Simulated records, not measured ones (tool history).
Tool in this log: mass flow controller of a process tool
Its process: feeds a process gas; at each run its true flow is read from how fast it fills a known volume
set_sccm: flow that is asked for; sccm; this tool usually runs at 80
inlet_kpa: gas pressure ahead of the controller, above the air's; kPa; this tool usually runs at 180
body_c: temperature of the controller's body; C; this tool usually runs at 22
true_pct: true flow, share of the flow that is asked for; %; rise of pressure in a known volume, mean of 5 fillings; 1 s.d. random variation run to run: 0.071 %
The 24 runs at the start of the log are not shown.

run 25 hour=4926.1 | set_sccm=60 inlet_kpa=179 body_c=21 | true_pct=100.71
run 26 hour=5119.2 | set_sccm=11 inlet_kpa=184 body_c=22 | true_pct=98.68
run 27 hour=5407.3 | set_sccm=11 inlet_kpa=175 body_c=22 | true_pct=98.39
run 28 hour=5613.3 | set_sccm=11 inlet_kpa=175 body_c=22 | true_pct=98.13
run 29 hour=5846.6 | set_sccm=26 inlet_kpa=265 body_c=22 | true_pct=99.83
run 30 hour=6135.2 | set_sccm=59 inlet_kpa=265 body_c=31 | true_pct=101.86
run 31 hour=6313.5 | set_sccm=11 inlet_kpa=226 body_c=37 | true_pct=99.19
run 32 hour=6595.4 | set_sccm=16 inlet_kpa=148 body_c=29 | true_pct=99.32
run 33 hour=6872.3 | set_sccm=16 inlet_kpa=148 body_c=29 | true_pct=99.05
run 34 hour=7158.6 | set_sccm=16 inlet_kpa=148 body_c=29 | true_pct=99.01
run 35 hour=7345.8 | set_sccm=16 inlet_kpa=148 body_c=29 | true_pct=98.75
run 36 hour=7534.5 | set_sccm=16 inlet_kpa=148 body_c=29 | true_pct=98.54
run 37 hour=7716.0 | set_sccm=16 inlet_kpa=273 body_c=36 | true_pct=99.43
run 38 hour=7894.7 | set_sccm=11 inlet_kpa=208 body_c=22 | true_pct=96.08
run 39 hour=8069.2 | set_sccm=11 inlet_kpa=208 body_c=22 | true_pct=95.85
run 40 hour=8282.3 | set_sccm=23 inlet_kpa=171 body_c=28 | true_pct=99.33
run 41 hour=8469.5 | set_sccm=42 inlet_kpa=247 body_c=20 | true_pct=99.76
run 42 hour=8750.4 | set_sccm=42 inlet_kpa=154 body_c=20 | true_pct=99.55

Below are 4 alternative next runs, each starting from the tool's condition after run 42. Predict each:
run A hour=8987.9 | set_sccm=34 inlet_kpa=194 body_c=29 | true_pct=?
run B hour=8987.9 | set_sccm=78 inlet_kpa=236 body_c=22 | true_pct=?
run C hour=8987.9 | set_sccm=28 inlet_kpa=241 body_c=30 | true_pct=?
run D hour=8987.9 | set_sccm=38 inlet_kpa=146 body_c=27 | true_pct=?

run=A true_pct=100.22
run=B true_pct=100.95
run=C true_pct=99.76
run=D true_pct=100.18
The same runs, with their run-to-run variation unchanged, on a tool lacking any hidden condition would have given:
run=A true_pct=99.98
run=B true_pct=99.56
run=C true_pct=99.95
run=D true_pct=99.72

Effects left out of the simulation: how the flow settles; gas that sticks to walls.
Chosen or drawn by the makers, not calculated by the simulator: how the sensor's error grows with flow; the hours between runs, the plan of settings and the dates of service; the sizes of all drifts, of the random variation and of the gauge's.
